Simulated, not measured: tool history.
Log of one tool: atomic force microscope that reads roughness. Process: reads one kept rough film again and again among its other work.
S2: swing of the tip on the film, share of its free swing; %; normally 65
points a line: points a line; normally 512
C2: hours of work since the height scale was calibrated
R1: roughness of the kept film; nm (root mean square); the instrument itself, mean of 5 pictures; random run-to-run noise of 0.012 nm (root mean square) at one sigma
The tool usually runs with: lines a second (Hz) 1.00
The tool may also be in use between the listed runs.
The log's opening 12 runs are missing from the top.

{"run": 13, "hour": 223.1, "lines a second (Hz)": 1.0, "S2": 65, "points a line": 512, "pictures with this tip": 239, "C2": 456, "R1": 2.932}
{"run": 14, "hour": 241.7, "lines a second (Hz)": 1.42, "S2": 65, "points a line": 512, "pictures with this tip": 277, "C2": 468, "R1": 2.896}
{"hour": 254.0, "done": "new tip fitted"}
{"run": 15, "hour": 266.3, "lines a second (Hz)": 1.0, "S2": 65, "points a line": 458, "pictures with this tip": 25, "C2": 484, "R1": 2.948}
{"run": 16, "hour": 291.0, "lines a second (Hz)": 2.53, "S2": 65, "points a line": 414, "pictures with this tip": 75, "C2": 500, "R1": 2.793}
{"run": 17, "hour": 302.3, "lines a second (Hz)": 3.36, "S2": 65, "points a line": 936, "pictures with this tip": 98, "C2": 507, "R1": 2.734}
{"run": 18, "hour": 317.8, "lines a second (Hz)": 3.36, "S2": 78, "points a line": 936, "pictures with this tip": 130, "C2": 517, "R1": 2.415}
{"run": 19, "hour": 329.5, "lines a second (Hz)": 2.75, "S2": 69, "points a line": 327, "pictures with this tip": 154, "C2": 525, "R1": 2.677}
{"run": 20, "hour": 344.5, "lines a second (Hz)": 1.0, "S2": 86, "points a line": 515, "pictures with this tip": 185, "C2": 534, "R1": 2.712}
{"run": 21, "hour": 364.0, "lines a second (Hz)": 1.0, "S2": 86, "points a line": 515, "pictures with this tip": 225, "C2": 547, "R1": 2.734}
{"run": 22, "hour": 388.8, "lines a second (Hz)": 1.0, "S2": 86, "points a line": 515, "pictures with this tip": 276, "C2": 563, "R1": 2.708}
{"hour": 402.9, "done": "new tip fitted"}
{"run": 23, "hour": 416.9, "lines a second (Hz)": 1.0, "S2": 86, "points a line": 515, "pictures with this tip": 29, "C2": 581, "R1": 2.721}
{"run": 24, "hour": 444.2, "lines a second (Hz)": 2.12, "S2": 61, "points a line": 329, "pictures with this tip": 85, "C2": 599, "R1": 2.88}
{"run": 25, "hour": 457.0, "lines a second (Hz)": 2.12, "S2": 61, "points a line": 329, "pictures with this tip": 111, "C2": 607, "R1": 2.876}
{"run": 26, "hour": 475.9, "lines a second (Hz)": 1.0, "S2": 74, "points a line": 512, "pictures with this tip": 150, "C2": 619, "R1": 2.853}
{"run": 27, "hour": 496.8, "lines a second (Hz)": 3.28, "S2": 63, "points a line": 438, "pictures with this tip": 193, "C2": 633, "R1": 2.757}
{"run": 28, "hour": 512.0, "lines a second (Hz)": 3.45, "S2": 63, "points a line": 512, "pictures with this tip": 224, "C2": 643, "R1": 2.713}
{"run": 29, "hour": 526.7, "lines a second (Hz)": 0.57, "S2": 57, "points a line": 297, "pictures with this tip": 254, "C2": 652, "R1": 3.002}
{"run": 30, "hour": 547.6, "lines a second (Hz)": 0.89, "S2": 56, "points a line": 974, "pictures with this tip": 297, "C2": 666, "R1": 2.99}

Predict each of these 3 candidate next runs independently; none follows another, all start after run 30:
{"hour": 550.2, "done": "new tip fitted"}
{"run": "A", "hour": 574.3, "lines a second (Hz)": 0.89, "S2": 56, "points a line": 589, "pictures with this tip": 49, "C2": 683, "R1": "?"}
{"hour": 550.2, "done": "new tip fitted"}
{"run": "B", "hour": 574.3, "lines a second (Hz)": 1.0, "S2": 74, "points a line": 512, "pictures with this tip": 49, "C2": 683, "R1": "?"}
{"hour": 550.2, "done": "new tip fitted"}
{"run": "C", "hour": 574.3, "lines a second (Hz)": 1.0, "S2": 77, "points a line": 512, "pictures with this tip": 49, "C2": 683, "R1": "?"}

run=A R1=3.025
run=B R1=2.874
run=C R1=2.853
Without the tool's unlogged condition, the same runs would have read:
run=A R1=3.028
run=B R1=2.878
run=C R1=2.856
